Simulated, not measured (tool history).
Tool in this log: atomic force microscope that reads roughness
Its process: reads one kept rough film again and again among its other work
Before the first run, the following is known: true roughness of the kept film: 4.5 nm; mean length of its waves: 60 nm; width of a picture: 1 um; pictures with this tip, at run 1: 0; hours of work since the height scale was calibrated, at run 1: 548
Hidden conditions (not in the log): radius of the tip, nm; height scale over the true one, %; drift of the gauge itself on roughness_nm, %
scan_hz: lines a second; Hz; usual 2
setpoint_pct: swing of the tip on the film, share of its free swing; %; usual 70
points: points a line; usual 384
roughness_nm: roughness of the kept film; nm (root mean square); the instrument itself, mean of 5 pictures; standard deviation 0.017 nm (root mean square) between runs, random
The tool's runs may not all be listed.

| run | hour | scan_hz | setpoint_pct | points | pictures with this tip | hours of work since the height scale was calibrated | roughness_nm |
|---|---|---|---|---|---|---|---|
| 1 | 0 | 2 | 70 | 384 | 0 | 548 | 4.107 |
| 2 | 30.5 | 2 | 70 | 384 | 63 | 571 | 4.037 |
| 3 | 62.7 | 2 | 70 | 384 | 131 | 596 | 3.985 |
| 4 | 81.1 | 2 | 70 | 384 | 169 | 609 | 3.956 |
| 5 | 116.8 | 2 | 70 | 384 | 244 | 636 | 3.874 |
| 6 | 143.9 | 2 | 70 | 384 | 301 | 657 | 3.84 |
| 7 | 174.2 | 2 | 70 | 742 | 364 | 680 | 3.803 |
|  | 180.8 | new tip fitted |
| 8 | 199.9 | 2 | 70 | 591 | 40 | 699 | 4.041 |
| 9 | 226.5 | 2 | 70 | 591 | 96 | 719 | 4 |
| 10 | 260.9 | 2 | 70 | 591 | 167 | 745 | 3.956 |
| 11 | 278.8 | 2 | 70 | 384 | 205 | 759 | 3.913 |
| 12 | 312 | 2 | 70 | 384 | 274 | 784 | 3.849 |
| 13 | 333.8 | 2 | 70 | 482 | 320 | 800 | 3.79 |
|  | 359.6 | new tip fitted |
| 14 | 371 | 2 | 70 | 482 | 24 | 828 | 4.04 |
| 15 | 409.6 | 2 | 70 | 482 | 105 | 857 | 3.954 |
| 16 | 438.3 | 1.76 | 70 | 384 | 165 | 879 | 3.943 |
| 17 | 459 | 1.76 | 70 | 384 | 208 | 895 | 3.911 |
| 18 | 485.3 | 1.76 | 70 | 384 | 263 | 914 | 3.878 |
| 19 | 520.4 | 1.76 | 70 | 384 | 336 | 941 | 3.827 |
|  | 539.9 | new tip fitted |
| 20 | 540.3 | 2 | 70 | 673 | 1 | 956 | 4.053 |
| 21 | 571.4 | 2 | 70 | 384 | 66 | 979 | 3.987 |
| 22 | 606.4 | 2 | 70 | 384 | 139 | 1006 | 3.951 |
| 23 | 624.1 | 2 | 70 | 384 | 176 | 1019 | 3.913 |
| 24 | 645.1 | 3.07 | 70 | 384 | 220 | 1035 | 3.771 |
| 25 | 679 | 3.07 | 70 | 384 | 291 | 1061 | 3.708 |
|  | 682.4 | height scale calibrated on a step standard |
|  | 722.2 | new tip fitted |
| 26 | 722.2 | 2 | 70 | 979 | 0 | 30 | 4.039 |
| 27 | 759.3 | 2.86 | 70 | 522 | 78 | 58 | 3.889 |
| 28 | 796.9 | 1.36 | 83 | 638 | 157 | 86 | 3.841 |
| 29 | 824.3 | 1.09 | 70 | 858 | 214 | 107 | 3.921 |
| 30 | 843.3 | 2 | 81 | 384 | 254 | 121 | 3.69 |
| 31 | 878.3 | 2 | 81 | 384 | 327 | 148 | 3.646 |
|  | 903.8 | new tip fitted |
| 32 | 908.7 | 2 | 81 | 384 | 11 | 171 | 3.87 |
|  | 911.5 | height scale calibrated on a step standard, once more |
| 33 | 929.5 | 2 | 81 | 384 | 52 | 14 | 3.917 |
| 34 | 971.7 | 0.76 | 81 | 319 | 140 | 46 | 4.068 |
| 35 | 993.9 | 0.76 | 81 | 319 | 187 | 62 | 4.026 |
| 36 | 1021.4 | 2 | 79 | 855 | 244 | 83 | 3.799 |
| 37 | 1058.7 | 2 | 79 | 855 | 322 | 111 | 3.771 |
|  | 1084.8 | new tip fitted |
| 38 | 1085.8 | 2 | 79 | 855 | 2 | 131 | 4.002 |
| 39 | 1105 | 2 | 66 | 765 | 42 | 146 | 4.1 |
| 40 | 1147.5 | 1.63 | 68 | 386 | 131 | 178 | 4.047 |
| 41 | 1175.4 | 0.53 | 68 | 759 | 190 | 199 | 4.101 |
| 42 | 1194.9 | 0.53 | 68 | 759 | 230 | 214 | 4.075 |
| 43 | 1235.9 | 0.64 | 86 | 384 | 316 | 245 | 3.936 |
|  | 1266.2 | new tip fitted |
| 44 | 1278.8 | 0.64 | 64 | 868 | 27 | 277 | 4.259 |
| 45 | 1302 | 1.05 | 63 | 346 | 75 | 295 | 4.167 |
| 46 | 1321.3 | 1.05 | 63 | 346 | 116 | 309 | 4.125 |
| 47 | 1339.7 | 1.05 | 63 | 346 | 154 | 323 | 4.092 |
| 48 | 1373 | 1.05 | 83 | 268 | 224 | 348 | 3.904 |
| 49 | 1414.6 | 0.87 | 67 | 268 | 311 | 380 | 3.949 |
| 50 | 1440.3 | 2.9 | 67 | 527 | 365 | 399 | 3.768 |
|  | 1444.5 | new tip fitted |
| 51 | 1467.5 | 2.33 | 80 | 715 | 48 | 419 | 3.851 |
| 52 | 1486.4 | 2.33 | 80 | 715 | 87 | 434 | 3.829 |

Each row is a separate what-if for the run after 52, all from the same tool condition, not one after another. Results?
| A | 1526.9 | 0.84 | 83 | 594 | 172 | 464 | ? |
| B | 1526.9 | 2.77 | 57 | 374 | 172 | 464 | ? |
| C | 1526.9 | 3.26 | 85 | 373 | 172 | 464 | ? |
| D | 1526.9 | 3.64 | 70 | 384 | 172 | 464 | ? |

| run | roughness_nm |
|---|---|
| A | 3.998 |
| B | 4.039 |
| C | 3.496 |
| D | 3.81 |
With the hidden condition removed and each run's random variation left untouched, the same runs would have given:
| run | roughness_nm |
|---|---|
| A | 4.168 |
| B | 4.21 |
| C | 3.644 |
| D | 3.971 |
